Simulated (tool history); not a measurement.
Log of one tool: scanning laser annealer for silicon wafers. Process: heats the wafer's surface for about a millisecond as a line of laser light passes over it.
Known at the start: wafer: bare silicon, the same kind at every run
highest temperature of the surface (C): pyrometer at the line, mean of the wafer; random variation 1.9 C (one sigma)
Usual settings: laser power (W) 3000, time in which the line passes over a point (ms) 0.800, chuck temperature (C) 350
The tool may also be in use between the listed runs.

| run | day | laser power (W) | time in which the line passes over a point (ms) | chuck temperature (C) | highest temperature of the surface (C) |
|---|---|---|---|---|---|
| 1 | 0.000 | 3000 | 0.800 | 350 | 1149 |
| 2 | 1.046 | 3000 | 0.800 | 350 | 1146 |
| 3 | 2.392 | 3000 | 0.956 | 350 | 1217 |
| 4 | 3.362 | 3000 | 0.956 | 350 | 1213 |
| 5 | 5.021 | 3000 | 0.800 | 350 | 1144 |
| 6 | 6.646 | 3000 | 0.800 | 350 | 1147 |
| 7 | 7.479 | 3000 | 0.800 | 313 | 1107 |
| 8 | 8.262 | 3000 | 0.800 | 313 | 1106 |
|  | 9.075 | optics aligned, line set to its width |
| 9 | 9.458 | 3000 | 0.800 | 313 | 1111 |
| 10 | 10.904 | 3000 | 0.800 | 313 | 1113 |
| 11 | 11.667 | 3000 | 0.800 | 337 | 1140 |
| 12 | 13.275 | 3000 | 0.800 | 337 | 1139 |
| 13 | 14.742 | 3000 | 0.800 | 337 | 1132 |
| 14 | 16.046 | 3000 | 0.800 | 337 | 1132 |
| 15 | 17.512 | 2951 | 0.800 | 350 | 1131 |
| 16 | 18.929 | 2951 | 0.800 | 350 | 1133 |
| 17 | 19.725 | 2951 | 0.800 | 350 | 1129 |
| 18 | 21.375 | 2951 | 0.800 | 350 | 1130 |
| 19 | 22.133 | 2951 | 0.800 | 350 | 1127 |
| 20 | 23.742 | 2951 | 0.800 | 350 | 1130 |
| 21 | 24.617 | 3264 | 0.800 | 341 | 1206 |
| 22 | 26.283 | 3037 | 0.800 | 350 | 1149 |
| 23 | 27.671 | 2669 | 0.641 | 363 | 993 |
|  | 28.646 | window over the wafer cleaned |
| 24 | 29.425 | 3248 | 0.899 | 363 | 1279 |
| 25 | 30.108 | 2935 | 0.808 | 385 | 1173 |
| 26 | 31.312 | 3234 | 0.701 | 385 | 1201 |
| 27 | 32.054 | 3234 | 0.701 | 385 | 1202 |
| 28 | 33.462 | 2727 | 0.726 | 345 | 1038 |
|  | 33.700 | laser's power meter calibrated |
| 29 | 35.017 | 2713 | 0.912 | 350 | 1112 |
| 30 | 36.112 | 2713 | 0.912 | 374 | 1132 |
| 31 | 36.788 | 2613 | 0.614 | 350 | 963 |
|  | 37.525 | laser's power meter calibrated, once more |
| 32 | 38.079 | 3251 | 0.799 | 350 | 1220 |
| 33 | 39.717 | 3251 | 0.892 | 342 | 1254 |
| 34 | 41.238 | 3124 | 0.636 | 356 | 1109 |
| 35 | 42.062 | 3000 | 0.800 | 356 | 1152 |
| 36 | 43.604 | 2780 | 0.594 | 385 | 1027 |
| 37 | 44.517 | 2597 | 0.666 | 312 | 939 |
| 38 | 46.092 | 2597 | 0.666 | 312 | 941 |
| 39 | 46.921 | 2977 | 0.650 | 328 | 1048 |
| 40 | 48.288 | 3140 | 0.650 | 328 | 1089 |

Hidden state or all else? Some run-to-run changes of highest temperature of the surface (C), split into what the settings, what came in and random variation would give without the hidden state, and what is left for the hidden state (with any gauge scatter that isn't in both results):
The hidden state here: light that passes the window, % of a clean one's; laser's true power over the reading, %; width of the line over the set one, %; drift of the gauge itself on peak_c, C.
Run 8 -> 9: optics aligned, line set to its width. highest temperature of the surface (C) +5: hidden state +6, all else -1.
Run 22 -> 23: laser power (W) 3037 -> 2669, time in which the line passes over a point (ms) 0.800 -> 0.641, chuck temperature (C) 350 -> 363. highest temperature of the surface (C) -156: hidden state +5, all else -161.
Run 23 -> 24: laser power (W) 2669 -> 3248, time in which the line passes over a point (ms) 0.641 -> 0.899, window over the wafer cleaned. highest temperature of the surface (C) +286: hidden state +7, all else +279.
Run 30 -> 31: laser power (W) 2713 -> 2613, time in which the line passes over a point (ms) 0.912 -> 0.614, chuck temperature (C) 374 -> 350. highest temperature of the surface (C) -169: hidden state +3, all else -172.
Run 31 -> 32: laser power (W) 2613 -> 3251, time in which the line passes over a point (ms) 0.614 -> 0.799, laser's power meter calibrated, once more. highest temperature of the surface (C) +257: hidden state -1, all else +258.

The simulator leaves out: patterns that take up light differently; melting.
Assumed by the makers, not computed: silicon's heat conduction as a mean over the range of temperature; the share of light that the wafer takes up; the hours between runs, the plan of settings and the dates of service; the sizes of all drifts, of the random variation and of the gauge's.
